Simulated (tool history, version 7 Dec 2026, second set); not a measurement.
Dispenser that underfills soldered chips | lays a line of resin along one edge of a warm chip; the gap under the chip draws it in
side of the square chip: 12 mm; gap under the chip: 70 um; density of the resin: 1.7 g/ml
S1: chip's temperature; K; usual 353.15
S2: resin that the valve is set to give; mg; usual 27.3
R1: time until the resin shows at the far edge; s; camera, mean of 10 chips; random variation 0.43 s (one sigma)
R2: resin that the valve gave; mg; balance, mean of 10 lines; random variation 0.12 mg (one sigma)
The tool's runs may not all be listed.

Run 1, day 0.000: usual settings. Result: R1 33.3 s, R2 25.69 mg.
Run 2, day 0.096: usual settings but S2 23.8 mg. Result: R1 36.8 s, R2 22.49 mg.
At day 0.258: new syringe of resin.
Run 3, day 0.262: usual settings but S2 23.8 mg. Result: R1 31.5 s, R2 22.45 mg.
Run 4, day 0.433: usual settings but S2 23.8 mg. Result: R1 34.9 s, R2 22.52 mg.
Run 5, day 0.546: usual settings. Result: R1 36.3 s, R2 25.54 mg.
Run 6, day 0.679: usual settings. Result: R1 39.2 s, R2 25.49 mg.
At day 0.708: new syringe of resin.
Run 7, day 0.871: usual settings but S1 352.15 K. Result: R1 33.7 s, R2 25.54 mg.
At day 1.075: dispensing valve cleaned and set on the balance.
Run 8, day 1.100: usual settings but S1 352.15 K, S2 28.8 mg. Result: R1 37.4 s, R2 28.75 mg.
At day 1.188: new syringe of resin.
Run 9, day 1.300: usual settings but S1 352.15 K, S2 28.8 mg. Result: R1 32.1 s, R2 28.80 mg.
Run 10, day 1.492: usual settings but S2 32.1 mg. Result: R1 34.5 s, R2 31.89 mg.
At day 1.638: new syringe of resin.
Run 11, day 1.671: usual settings but S1 338.15 K, S2 30.0 mg. Result: R1 53.7 s, R2 29.91 mg.
Run 12, day 1.825: usual settings but S1 363.15 K, S2 35.1 mg. Result: R1 22.6 s, R2 34.71 mg.
Run 13, day 1.929: usual settings but S2 27.8 mg. Result: R1 36.0 s, R2 27.61 mg.
At day 2.088: new syringe of resin.
Run 14, day 2.125: usual settings but S1 348.15 K, S2 30.9 mg. Result: R1 37.4 s, R2 30.55 mg.
Run 15, day 2.262: usual settings but S1 348.15 K, S2 30.9 mg. Result: R1 39.9 s, R2 30.58 mg.
Run 16, day 2.396: usual settings but S1 348.15 K, S2 30.9 mg. Result: R1 43.7 s, R2 30.42 mg.
At day 2.529: new syringe of resin.
Run 17, day 2.583: usual settings but S1 348.15 K, S2 30.9 mg. Result: R1 36.9 s, R2 30.26 mg.
Run 18, day 2.758: usual settings but S1 339.15 K, S2 29.2 mg. Result: R1 58.6 s, R2 28.66 mg.
Run 19, day 2.862: usual settings but S1 339.15 K, S2 29.2 mg. Result: R1 63.4 s, R2 28.69 mg.

4 ways to go on from here, each from the tool as it stands after run 19. What would each give?
At day 2.975: new syringe of resin.
Run A, day 3.025: usual settings but S1 347.15 K, S2 34.4 mg. Result: R1 ?, R2 ?.
At day 2.975: new syringe of resin.
Run B, day 3.025: usual settings but S2 34.0 mg. Result: R1 ?, R2 ?.
At day 2.975: new syringe of resin.
Run C, day 3.025: usual settings but S2 25.5 mg. Result: R1 ?, R2 ?.
At day 2.975: new syringe of resin.
Run D, day 3.025: usual settings but S1 339.15 K, S2 32.0 mg. Result: R1 ?, R2 ?.

run    R1     R2
  A  36.9  33.52
  B  29.4  33.09
  C  30.5  24.89
  D  51.9  31.14
Without the tool's hidden state the same runs would have given:
run    R1     R2
  A  37.3  34.32
  B  29.7  33.87
  C  30.7  25.48
  D  52.6  31.88
